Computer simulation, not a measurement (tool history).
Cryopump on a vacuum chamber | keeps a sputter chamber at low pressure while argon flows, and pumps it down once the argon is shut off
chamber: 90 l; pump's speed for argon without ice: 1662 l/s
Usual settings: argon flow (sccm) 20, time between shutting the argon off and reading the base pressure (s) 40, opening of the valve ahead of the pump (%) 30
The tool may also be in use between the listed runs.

| run | hour | argon flow (sccm) | time between shutting the argon off and reading the base pressure (s) | opening of the valve ahead of the pump (%) | pressure while argon flows (Pa) | pressure after the wait (uPa) |
|---|---|---|---|---|---|---|
| 1 | 0.0 | 20 | 40 | 30 | 0.0709 | 1.11 |
| 2 | 44.9 | 20 | 117 | 30 | 0.0712 | 0.80 |
| 3 | 73.2 | 20 | 117 | 25 | 0.0847 | 0.82 |
| 4 | 122.4 | 20 | 117 | 25 | 0.0845 | 0.84 |
| 5 | 170.5 | 20 | 117 | 25 | 0.0845 | 0.84 |
| 6 | 220.2 | 20 | 40 | 47 | 0.0465 | 1.19 |
| 7 | 276.4 | 20 | 63 | 30 | 0.0718 | 1.01 |
| 8 | 315.5 | 20 | 40 | 30 | 0.0717 | 1.21 |
|  | 352.4 | pump warmed up, emptied and cooled again |
| 9 | 368.0 | 20 | 40 | 30 | 0.0680 | 1.09 |
| 10 | 401.9 | 20 | 40 | 30 | 0.0682 | 1.12 |
| 11 | 458.6 | 20 | 40 | 30 | 0.0681 | 1.14 |
| 12 | 492.9 | 16 | 149 | 16 | 0.1018 | 0.75 |
| 13 | 540.2 | 33 | 149 | 16 | 0.2111 | 0.82 |
| 14 | 581.9 | 9 | 41 | 35 | 0.0263 | 1.13 |
| 15 | 614.2 | 9 | 41 | 35 | 0.0264 | 1.14 |
| 16 | 671.0 | 9 | 41 | 35 | 0.0261 | 1.11 |
| 17 | 726.1 | 9 | 266 | 20 | 0.0461 | 0.79 |
| 18 | 776.7 | 9 | 266 | 20 | 0.0465 | 0.79 |
| 19 | 819.9 | 9 | 266 | 20 | 0.0459 | 0.80 |
| 20 | 869.5 | 20 | 31 | 30 | 0.0691 | 1.42 |
| 21 | 924.9 | 11 | 121 | 23 | 0.0495 | 0.93 |

Forecast each of these 3 alternatives for the next run:
| A | 985.3 | 20 | 40 | 28 | ? | ? |
| B | 985.3 | 19 | 40 | 32 | ? | ? |
| C | 985.3 | 11 | 121 | 22 | ? | ? |

| run | pressure while argon flows (Pa) | pressure after the wait (uPa) |
|---|---|---|
| A | 0.0742 | 1.23 |
| B | 0.0619 | 1.28 |
| C | 0.0518 | 0.94 |
Without the tool's hidden state the same runs would have given:
| run | pressure while argon flows (Pa) | pressure after the wait (uPa) |
|---|---|---|
| A | 0.0725 | 0.65 |
| B | 0.0603 | 0.68 |
| C | 0.0509 | 0.34 |

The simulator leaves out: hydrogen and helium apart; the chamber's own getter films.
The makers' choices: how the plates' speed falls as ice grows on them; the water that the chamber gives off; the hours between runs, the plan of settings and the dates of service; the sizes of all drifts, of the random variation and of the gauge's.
